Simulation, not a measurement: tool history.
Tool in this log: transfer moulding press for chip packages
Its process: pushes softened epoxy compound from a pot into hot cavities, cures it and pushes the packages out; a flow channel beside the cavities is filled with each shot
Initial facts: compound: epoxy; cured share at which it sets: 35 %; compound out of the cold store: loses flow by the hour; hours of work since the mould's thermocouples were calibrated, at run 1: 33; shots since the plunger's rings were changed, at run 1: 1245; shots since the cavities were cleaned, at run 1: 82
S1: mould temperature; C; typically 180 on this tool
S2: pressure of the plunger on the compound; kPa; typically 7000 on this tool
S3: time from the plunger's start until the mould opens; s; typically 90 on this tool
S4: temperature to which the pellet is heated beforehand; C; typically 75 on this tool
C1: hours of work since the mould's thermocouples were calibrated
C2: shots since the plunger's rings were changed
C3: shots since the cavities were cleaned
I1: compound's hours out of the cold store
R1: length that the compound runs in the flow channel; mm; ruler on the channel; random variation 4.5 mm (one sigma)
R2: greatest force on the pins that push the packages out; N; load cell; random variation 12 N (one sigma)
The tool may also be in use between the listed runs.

run     day   S1    S2   S3  S4   C1    C2   C3    I1   R1   R2
  1   0.000  180  7000   90  75   33  1245   82  33.4  778  549
      1.300  -- cavities cleaned with cleaning compound and waxed
  2   1.583  180  7000   90  75   57  1719   88  43.0  759  558
      2.942  -- cavities cleaned with cleaning compound and waxed
  3   2.942  180  7000   90  76   77  2122    0  19.0  804  598
      4.562  -- cavities cleaned with cleaning compound and waxed
  4   5.142  180  7000   90  76  110  2788  181  24.0  783  579
      6.167  -- cavities cleaned with cleaning compound and waxed
  5   7.658  180  7000   90  76  148  3551  464  32.6  775  583
      7.846  -- cavities cleaned with cleaning compound and waxed
  6   9.150  180  7000   90  76  170  3997  406  35.3  771  574
      9.512  -- cavities cleaned with cleaning compound and waxed
     10.525  -- plunger's sealing rings changed
     11.196  -- cavities cleaned with cleaning compound and waxed
  7  11.212  180  7000   90  76  199   194    5   8.5  812  580
     12.854  -- cavities cleaned with cleaning compound and waxed
  8  13.133  180  7000   90  76  228   773   87  42.7  763  590
     14.479  -- cavities cleaned with cleaning compound and waxed
  9  15.396  180  7000   90  76  262  1457  285  43.8  765  574
     16.079  -- cavities cleaned with cleaning compound and waxed
 10  16.688  177  7000   90  77  281  1840  190  31.4  790  701
     17.825  -- cavities cleaned with cleaning compound and waxed
     19.417  -- cavities cleaned with cleaning compound and waxed
 11  19.646  180  8330   90  73  325  2722   70  32.6  848  582
     21.162  -- cavities cleaned with cleaning compound and waxed
 12  21.267  180  8330   90  73  349  3208   33  45.0  827  554
     21.733  -- mould's thermocouples calibrated
     22.838  -- cavities cleaned with cleaning compound and waxed
 13  24.038  186  7000   90  66   35  4025  374  37.1  753  425
     24.462  -- cavities cleaned with cleaning compound and waxed
     25.404  -- plunger's sealing rings changed
     26.196  -- cavities cleaned with cleaning compound and waxed
 14  27.004  186  7000   90  66   77   478  252  37.7  753  417
     27.958  -- cavities cleaned with cleaning compound and waxed
 15  28.708  185  6210   90  71  103   989  233  26.5  731  433
     29.608  -- cavities cleaned with cleaning compound and waxed
     31.200  -- cavities cleaned with cleaning compound and waxed
 16  31.604  185  6210   90  71  146  1851  126  34.3  712  427
     32.988  -- cavities cleaned with cleaning compound and waxed
 17  33.067  186  6210  110  79  168  2288   25   9.4  744  343

Branching from run 17: 5 alternative next runs. What would each branch give?
  A  34.408  182  7000   82  75  188  2705  442  23.8   ?   ?
  B  34.408  186  6210  110  82  188  2705  442  47.4   ?   ?
  C  34.408  180  5240  120  70  188  2705  442  33.3   ?   ?
  D  34.408  185  7000  113  75  188  2705  442  41.3   ?   ?
  E  34.408  186  6210  109  79  188  2705  442  33.3   ?   ?

run   R1   R2
  A  780  637
  B  693  362
  C  676  377
  D  756  354
  E  712  360
Had the tool no hidden state, the same runs would have come out as:
run   R1   R2
  A  781  632
  B  694  359
  C  676  374
  D  756  351
  E  712  357
